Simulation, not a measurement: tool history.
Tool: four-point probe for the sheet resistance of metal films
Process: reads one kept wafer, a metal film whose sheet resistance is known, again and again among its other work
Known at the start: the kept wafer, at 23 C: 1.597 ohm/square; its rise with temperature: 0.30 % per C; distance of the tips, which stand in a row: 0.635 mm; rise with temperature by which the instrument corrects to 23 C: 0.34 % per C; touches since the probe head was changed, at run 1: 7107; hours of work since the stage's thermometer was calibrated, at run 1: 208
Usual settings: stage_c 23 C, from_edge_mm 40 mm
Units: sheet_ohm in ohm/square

run   hour  stage_c  from_edge_mm  touches since the probe head was changed  hours of work since the stage's thermometer was calibrated  sheet_ohm
  1      0       23            40                                      7107                                                         208   1.594156
  2    7.3       23            56                                      7210                                                         211   1.593782
  3   15.3       23            56                                      7322                                                         214   1.594214
  4   24.9       23            56                                      7459                                                         218   1.594391
  5   35.6       23            56                                      7609                                                         222   1.593782
  6   49.1       25            40                                      7800                                                         228    1.59303
  7   59.3       23            61                                      7944                                                         232   1.594847
      60.8  -- stage's thermometer calibrated
  8   67.2       30             4                                      8049                                                           3   1.610838
  9   73.9       23             7                                      8144                                                           5   1.600727
 10   85.4       19             7                                      8307                                                          10   1.603988
 11   99.8       19             7                                      8509                                                          16   1.603781
 12  110.4       24            47                                      8659                                                          20   1.593082
 13  120.8       25            23                                      8806                                                          25   1.593035

5 ways to go on from here, each from the tool as it stands after run 13. What would each give?
     132.7  -- stage's thermometer calibrated, once more
  A  136.9       25            35                                      9027                                                           2          ?
     132.7  -- stage's thermometer calibrated, once more
  B  136.9       20            13                                      9027                                                           2          ?
     132.7  -- stage's thermometer calibrated, once more
  C  136.9       32            73                                      9027                                                           2          ?
     132.7  -- stage's thermometer calibrated, once more
  D  136.9       28            50                                      9027                                                           2          ?
     132.7  -- stage's thermometer calibrated, once more
  E  136.9       28             9                                      9027                                                           2          ?

run  sheet_ohm
  A   1.593438
  B    1.59823
  C    1.58859
  D    1.59101
  E   1.595398
Without the tool's hidden state the same runs would have given:
run  sheet_ohm
  A    1.59622
  B   1.601025
  C   1.591356
  D   1.593785
  E   1.598179

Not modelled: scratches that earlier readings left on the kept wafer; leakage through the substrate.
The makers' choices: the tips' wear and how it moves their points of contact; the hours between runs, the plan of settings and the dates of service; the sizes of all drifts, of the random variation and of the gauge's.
